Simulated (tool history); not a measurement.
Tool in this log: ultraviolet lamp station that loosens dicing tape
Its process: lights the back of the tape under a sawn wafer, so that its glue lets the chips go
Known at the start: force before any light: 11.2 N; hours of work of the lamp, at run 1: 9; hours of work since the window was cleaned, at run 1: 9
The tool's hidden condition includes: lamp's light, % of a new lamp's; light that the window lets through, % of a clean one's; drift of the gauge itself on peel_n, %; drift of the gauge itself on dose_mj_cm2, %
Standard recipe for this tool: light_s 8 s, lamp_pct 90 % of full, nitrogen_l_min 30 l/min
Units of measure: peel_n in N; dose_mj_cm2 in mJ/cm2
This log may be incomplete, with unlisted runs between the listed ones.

run     day  light_s  lamp_pct  nitrogen_l_min  hours of work of the lamp  hours of work since the window was cleaned  peel_n  dose_mj_cm2
  1   0.000        8        90              30                          9                                           9   0.258          570
  2   0.479        8        90              30                         17                                          17   0.256          559
  3   0.958        8        90              30                         25                                          25   0.265          559
  4   1.292        8        90              30                         30                                          30   0.269          560
  5   1.762        4        90              30                         38                                          38   1.017          279
  6   2.038        8        90              30                         42                                          42   0.272          549
  7   2.329        8        90              30                         47                                          47   0.266          547
  8   2.654        8        90              14                         53                                          53   0.423          546
  9   3.125        8        90              14                         60                                          60   0.418          540
 10   3.788        8        90              54                         71                                          71   0.231          536
 11   4.392        8        90              30                         81                                          81   0.284          529
 12   4.812        8        90              30                         88                                          88   0.286          525
 13   5.317        8        90              30                         97                                          97   0.284          521
 14   5.962        8        90              30                        107                                         107   0.307          524
 15   6.617        8        90              30                        118                                         118   0.294          513
 16   7.171        8        81              30                        127                                         127   0.359          458
 17   7.808        8        95              30                        138                                         138   0.275          527
 18   8.150        8        95              30                        143                                         143   0.282          530
 19   8.508        8        90              30                        149                                         149   0.317          501
 20   8.858        8        90              30                        155                                         155   0.296          495
 21   9.442        8        90              30                        165                                         165   0.306          497
 22  10.033        8        90              14                        175                                         175   0.550          491
 23  10.425        8        90              32                        181                                         181   0.322          492
 24  10.892        8        90              32                        189                                         189   0.315          479
 25  11.508       14       100              31                        199                                         199   0.210          927
 26  11.879        9        80              30                        205                                         205   0.338          473
 27  12.496        9        80              30                        215                                         215   0.339          466
 28  13.000       11        73              30                        224                                         224   0.271          516
 29  13.388       11        73              30                        230                                         230   0.285          518
 30  13.821        8        82              33                        237                                         237   0.402          418
 31  14.208        6        71              13                        244                                         244   1.787          275
 32  14.508        6        71              13                        249                                         249   1.911          271
 33  15.092       12        66              23                        258                                         258   0.354          498
 34  15.479        9        90              30                        265                                         265   0.311          503
 35  15.954        9        77              30                        272                                         272   0.396          426
 36  16.508        8        90              34                        282                                         282   0.371          440
 37  16.921        8        86              30                        288                                         288   0.419          416
 38  17.329        6        64              19                        295                                         295   1.981          229
 39  17.612        6        64              19                        300                                         300   1.971          231
 40  18.071       13        72              22                        307                                         307   0.294          553
 41  18.629       13        72              22                        317                                         317   0.326          551
 42  19.079        9        76              10                        324                                         324   1.057          404
 43  19.625        8        88              11                        333                                         333   0.998          406

5 options for the next run, each taken on its own from the tool as it stands now. Forecast them:
  A  19.912        5        69              20                        338                                         338       ?            ?
  B  19.912       10        73              11                        338                                         338       ?            ?
  C  19.912        8        88              22                        338                                         338       ?            ?
  D  19.912        4        76              10                        338                                         338       ?            ?
  E  19.912        8        90              22                        338                                         338       ?            ?

run  peel_n  dose_mj_cm2
  A   2.362          198
  B   0.861          422
  C   0.564          408
  D   3.614          175
  E   0.515          418
Had the tool no hidden state, the same runs would have come out as:
run  peel_n  dose_mj_cm2
  A   1.309          280
  B   0.409          597
  C   0.294          574
  D   2.345          247
  E   0.275          590
